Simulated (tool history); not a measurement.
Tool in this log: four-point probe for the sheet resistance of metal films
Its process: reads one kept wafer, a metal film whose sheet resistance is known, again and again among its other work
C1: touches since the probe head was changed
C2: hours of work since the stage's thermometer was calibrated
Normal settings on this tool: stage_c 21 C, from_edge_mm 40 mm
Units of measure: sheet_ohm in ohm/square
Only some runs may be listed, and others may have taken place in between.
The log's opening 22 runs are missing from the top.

run 23 hour=507.5 | stage_c=21 from_edge_mm=19 | C1=6448 C2=352 | sheet_ohm=1.672400
run 24 hour=524.7 | stage_c=23 from_edge_mm=12 | C1=6627 C2=360 | sheet_ohm=1.681038
run 25 hour=549.6 | stage_c=28 from_edge_mm=41 | C1=6886 C2=371 | sheet_ohm=1.676612
run 26 hour=567.0 | stage_c=28 from_edge_mm=5 | C1=7068 C2=378 | sheet_ohm=1.733453
run 27 hour=593.0 | stage_c=28 from_edge_mm=11 | C1=7338 C2=390 | sheet_ohm=1.688348
run 28 hour=621.6 | stage_c=22 from_edge_mm=10 | C1=7637 C2=403 | sheet_ohm=1.683495
run 29 hour=639.2 | stage_c=22 from_edge_mm=10 | C1=7820 C2=411 | sheet_ohm=1.684198
run 30 hour=666.3 | stage_c=34 from_edge_mm=19 | C1=8103 C2=423 | sheet_ohm=1.687128
run 31 hour=688.5 | stage_c=31 from_edge_mm=12 | C1=8334 C2=433 | sheet_ohm=1.690215
run 32 hour=709.1 | stage_c=31 from_edge_mm=12 | C1=8549 C2=442 | sheet_ohm=1.689703
run 33 hour=738.4 | stage_c=31 from_edge_mm=12 | C1=8854 C2=455 | sheet_ohm=1.690111
run 34 hour=763.2 | stage_c=31 from_edge_mm=12 | C1=9113 C2=466 | sheet_ohm=1.689824
run 35 hour=783.6 | stage_c=34 from_edge_mm=5 | C1=9324 C2=475 | sheet_ohm=1.739872
run 36 hour=810.4 | stage_c=21 from_edge_mm=21 | C1=9604 C2=487 | sheet_ohm=1.671833
run 37 hour=840.2 | stage_c=22 from_edge_mm=17 | C1=9914 C2=500 | sheet_ohm=1.674016
run 38 hour=871.0 | stage_c=29 from_edge_mm=24 | C1=10236 C2=514 | sheet_ohm=1.679960
run 39 hour=898.4 | stage_c=30 from_edge_mm=5 | C1=10521 C2=526 | sheet_ohm=1.735168
run 40 hour=920.8 | stage_c=24 from_edge_mm=19 | C1=10755 C2=536 | sheet_ohm=1.676278
run 41 hour=936.0 | stage_c=24 from_edge_mm=19 | C1=10913 C2=543 | sheet_ohm=1.675985
run 42 hour=958.1 | stage_c=24 from_edge_mm=19 | C1=11144 C2=553 | sheet_ohm=1.675379
run 43 hour=974.4 | stage_c=30 from_edge_mm=18 | C1=11314 C2=560 | sheet_ohm=1.683177
run 44 hour=993.0 | stage_c=30 from_edge_mm=18 | C1=11507 C2=569 | sheet_ohm=1.683572

Below are 3 alternative next runs, each starting from the tool's condition after run 44. Predict each:
run A hour=1021.1 | stage_c=34 from_edge_mm=40 | C1=11800 C2=581 | sheet_ohm=?
run B hour=1021.1 | stage_c=34 from_edge_mm=18 | C1=11800 C2=581 | sheet_ohm=?
run C hour=1021.1 | stage_c=30 from_edge_mm=7 | C1=11800 C2=581 | sheet_ohm=?

run=A sheet_ohm=1.683528
run=B sheet_ohm=1.687894
run=C sheet_ohm=1.707886
With the hidden condition removed and each run's random variation left untouched, the same runs would have given:
run=A sheet_ohm=1.689260
run=B sheet_ohm=1.693640
run=C sheet_ohm=1.713706

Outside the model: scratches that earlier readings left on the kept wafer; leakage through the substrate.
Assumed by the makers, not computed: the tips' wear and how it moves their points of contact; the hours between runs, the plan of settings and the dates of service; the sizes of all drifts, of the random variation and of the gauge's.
